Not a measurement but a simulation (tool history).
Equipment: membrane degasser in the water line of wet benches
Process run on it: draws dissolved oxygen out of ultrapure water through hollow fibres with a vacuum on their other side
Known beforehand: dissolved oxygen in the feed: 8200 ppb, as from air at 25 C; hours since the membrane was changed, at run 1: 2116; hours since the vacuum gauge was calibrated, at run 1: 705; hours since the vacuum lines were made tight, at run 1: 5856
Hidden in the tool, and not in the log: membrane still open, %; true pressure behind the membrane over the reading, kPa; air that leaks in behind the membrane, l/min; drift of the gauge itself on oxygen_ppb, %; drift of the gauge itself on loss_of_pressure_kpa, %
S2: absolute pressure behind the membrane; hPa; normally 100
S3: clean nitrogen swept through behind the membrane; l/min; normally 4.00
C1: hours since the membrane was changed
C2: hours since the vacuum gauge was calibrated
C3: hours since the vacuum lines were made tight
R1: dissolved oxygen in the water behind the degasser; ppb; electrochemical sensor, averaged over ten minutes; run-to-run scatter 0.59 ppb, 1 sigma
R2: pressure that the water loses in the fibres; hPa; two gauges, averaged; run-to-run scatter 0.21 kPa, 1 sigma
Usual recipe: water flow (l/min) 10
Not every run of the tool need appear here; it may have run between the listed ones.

run 1 hour=0.0 | water_flow_(l/min)=10 S2=100 S3=4.00 | C1=2116 C2=705 C3=5856 | R1=52.2 R2=469.9
run 2 hour=55.1 | water_flow_(l/min)=10 S2=77 S3=4.00 | C1=2171 C2=760 C3=5911 | R1=38.1 R2=469.9
run 3 hour=81.8 | water_flow_(l/min)=10 S2=77 S3=4.00 | C1=2198 C2=787 C3=5937 | R1=37.8 R2=470.9
run 4 hour=119.4 | water_flow_(l/min)=10 S2=77 S3=4.00 | C1=2235 C2=824 C3=5975 | R1=36.9 R2=468.6
run 5 hour=168.6 | water_flow_(l/min)=10 S2=77 S3=4.00 | C1=2285 C2=874 C3=6024 | R1=37.6 R2=471.1
run 6 hour=213.6 | water_flow_(l/min)=10 S2=77 S3=4.00 | C1=2330 C2=919 C3=6069 | R1=36.3 R2=470.3
run 7 hour=237.9 | water_flow_(l/min)=10 S2=77 S3=4.00 | C1=2354 C2=943 C3=6093 | R1=37.0 R2=470.4
run 8 hour=278.1 | water_flow_(l/min)=10 S2=77 S3=4.00 | C1=2394 C2=983 C3=6134 | R1=37.2 R2=473.2
run 9 hour=325.1 | water_flow_(l/min)=10 S2=77 S3=4.00 | C1=2441 C2=1030 C3=6181 | R1=37.4 R2=469.3
run 10 hour=352.5 | water_flow_(l/min)=10 S2=77 S3=4.00 | C1=2469 C2=1058 C3=6208 | R1=36.9 R2=471.8
run 11 hour=393.5 | water_flow_(l/min)=10 S2=100 S3=4.00 | C1=2510 C2=1098 C3=6249 | R1=50.2 R2=475.1
run 12 hour=428.5 | water_flow_(l/min)=10 S2=100 S3=4.00 | C1=2545 C2=1134 C3=6284 | R1=51.5 R2=472.3
run 13 hour=465.3 | water_flow_(l/min)=10 S2=100 S3=4.00 | C1=2581 C2=1170 C3=6321 | R1=51.1 R2=474.7
run 14 hour=494.6 | water_flow_(l/min)=11 S2=100 S3=4.00 | C1=2611 C2=1200 C3=6350 | R1=61.8 R2=521.0
run 15 hour=550.7 | water_flow_(l/min)=11 S2=100 S3=4.00 | C1=2667 C2=1256 C3=6406 | R1=62.0 R2=523.3
run 16 hour=601.5 | water_flow_(l/min)=11 S2=100 S3=4.00 | C1=2718 C2=1307 C3=6457 | R1=61.8 R2=521.1
run 17 hour=656.4 | water_flow_(l/min)=12 S2=182 S3=4.08 | C1=2772 C2=1361 C3=6512 | R1=131.5 R2=567.5
run 18 hour=683.3 | water_flow_(l/min)=9 S2=82 S3=4.85 | C1=2799 C2=1388 C3=6539 | R1=28.4 R2=429.2
run 19 hour=725.9 | water_flow_(l/min)=13 S2=82 S3=4.85 | C1=2842 C2=1431 C3=6581 | R1=68.6 R2=621.6
run 20 hour=749.7 | water_flow_(l/min)=9 S2=241 S3=6.91 | C1=2866 C2=1455 C3=6605 | R1=72.6 R2=425.8
run 21 hour=800.2 | water_flow_(l/min)=14 S2=241 S3=2.22 | C1=2916 C2=1505 C3=6656 | R1=352.2 R2=667.8
run 22 hour=845.4 | water_flow_(l/min)=12 S2=100 S3=2.70 | C1=2961 C2=1550 C3=6701 | R1=96.6 R2=572.7
run 23 hour=900.8 | water_flow_(l/min)=11 S2=93 S3=4.00 | C1=3017 C2=1606 C3=6756 | R1=54.7 R2=527.1
run 24 hour=945.0 | water_flow_(l/min)=9 S2=93 S3=4.00 | C1=3061 C2=1650 C3=6800 | R1=39.3 R2=432.7
run 25 hour=978.7 | water_flow_(l/min)=14 S2=189 S3=4.20 | C1=3095 C2=1684 C3=6834 | R1=175.2 R2=667.1
run 26 hour=1017.5 | water_flow_(l/min)=15 S2=229 S3=5.13 | C1=3134 C2=1722 C3=6873 | R1=201.8 R2=720.4
run 27 hour=1065.4 | water_flow_(l/min)=10 S2=196 S3=3.49 | C1=3181 C2=1770 C3=6921 | R1=124.6 R2=476.1
run 28 hour=1115.5 | water_flow_(l/min)=6 S2=100 S3=2.06 | C1=3232 C2=1820 C3=6971 | R1=49.3 R2=287.8
run 29 hour=1148.0 | water_flow_(l/min)=13 S2=108 S3=2.06 | C1=3264 C2=1853 C3=7004 | R1=147.6 R2=624.1
run 30 hour=1203.2 | water_flow_(l/min)=10 S2=184 S3=6.51 | C1=3319 C2=1908 C3=7059 | R1=67.9 R2=480.7
run 31 hour=1254.7 | water_flow_(l/min)=7 S2=178 S3=3.02 | C1=3371 C2=1960 C3=7110 | R1=85.6 R2=337.6
run 32 hour=1289.4 | water_flow_(l/min)=7 S2=178 S3=3.02 | C1=3406 C2=1994 C3=7145 | R1=82.9 R2=334.6

Each row is a separate what-if for the run after 32, all from the same tool condition, not one after another. Results?
run A hour=1329.9 | water_flow_(l/min)=10 S2=178 S3=11.20 | C1=3446 C2=2035 C3=7185 | R1=? R2=?
run B hour=1329.9 | water_flow_(l/min)=8 S2=83 S3=3.02 | C1=3446 C2=2035 C3=7185 | R1=? R2=?
run C hour=1329.9 | water_flow_(l/min)=14 S2=178 S3=2.29 | C1=3446 C2=2035 C3=7185 | R1=? R2=?
run D hour=1329.9 | water_flow_(l/min)=11 S2=113 S3=4.00 | C1=3446 C2=2035 C3=7185 | R1=? R2=?

run=A R1=41.1 R2=478.1
run=B R1=36.3 R2=384.2
run=C R1=256.6 R2=672.0
run=D R1=69.7 R2=533.0
With the hidden condition removed and each run's random variation left untouched, the same runs would have given:
run=A R1=41.1 R2=467.1
run=B R1=36.3 R2=375.4
run=C R1=256.4 R2=656.5
run=D R1=69.6 R2=520.8

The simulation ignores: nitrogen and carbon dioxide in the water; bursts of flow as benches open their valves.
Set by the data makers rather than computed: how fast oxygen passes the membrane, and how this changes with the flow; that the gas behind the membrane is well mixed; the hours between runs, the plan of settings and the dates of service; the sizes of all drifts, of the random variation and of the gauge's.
